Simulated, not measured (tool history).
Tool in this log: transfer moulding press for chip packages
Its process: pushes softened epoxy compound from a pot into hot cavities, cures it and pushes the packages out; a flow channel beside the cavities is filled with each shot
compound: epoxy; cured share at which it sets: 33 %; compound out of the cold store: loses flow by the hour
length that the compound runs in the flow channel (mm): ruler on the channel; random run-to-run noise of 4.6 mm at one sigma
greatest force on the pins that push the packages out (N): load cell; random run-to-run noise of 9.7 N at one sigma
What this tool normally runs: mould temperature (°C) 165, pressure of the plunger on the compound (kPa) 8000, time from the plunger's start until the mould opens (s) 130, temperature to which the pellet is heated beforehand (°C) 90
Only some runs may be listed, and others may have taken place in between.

run,day,mould temperature (°C),pressure of the plunger on the compound (kPa),time from the plunger's start until the mould opens (s),temperature to which the pellet is heated beforehand (°C),incoming compound's hours out of the cold store,length that the compound runs in the flow channel (mm),greatest force on the pins that push the packages out (N)
1,0.000,165,8000,130,90,36.3,621,697
# day 1.479: cavities cleaned with cleaning compound and waxed
2,1.962,165,8000,130,82,44.6,599,505
# day 2.612: plunger's sealing rings changed
3,5.246,165,8000,130,82,28.9,696,730
# day 6.929: cavities cleaned with cleaning compound and waxed
4,8.150,171,8000,130,90,36.6,668,522
5,10.583,165,8000,130,90,46.4,642,679
# day 12.183: cavities cleaned with cleaning compound and waxed
# day 12.550: mould's thermocouples calibrated
6,13.154,165,8000,130,90,35.6,660,539
7,16.062,163,8000,130,90,19.9,693,767
# day 17.462: cavities cleaned with cleaning compound and waxed
8,18.904,163,8000,130,90,15.4,701,661
# day 20.425: mould's thermocouples calibrated, once more
9,21.221,163,8000,130,97,40.4,636,788
# day 22.804: cavities cleaned with cleaning compound and waxed
10,24.575,163,8000,130,97,47.2,615,684
11,27.404,163,7460,121,82,27.9,616,937
# day 28.150: cavities cleaned with cleaning compound and waxed
12,29.208,165,8000,130,88,27.2,644,583

Below are 3 alternative next runs, each starting from the tool's condition after run 12. Predict each:
A,31.358,165,6080,130,84,15.6,?,?
B,31.358,165,6250,147,85,37.7,?,?
C,31.358,166,8000,151,99,27.9,?,?

run,length that the compound runs in the flow channel (mm),greatest force on the pins that push the packages out (N)
A,587,735
B,543,613
C,640,579
Without the tool's unlogged condition, the same runs would have read:
run,length that the compound runs in the flow channel (mm),greatest force on the pins that push the packages out (N)
A,645,465
B,597,384
C,704,362

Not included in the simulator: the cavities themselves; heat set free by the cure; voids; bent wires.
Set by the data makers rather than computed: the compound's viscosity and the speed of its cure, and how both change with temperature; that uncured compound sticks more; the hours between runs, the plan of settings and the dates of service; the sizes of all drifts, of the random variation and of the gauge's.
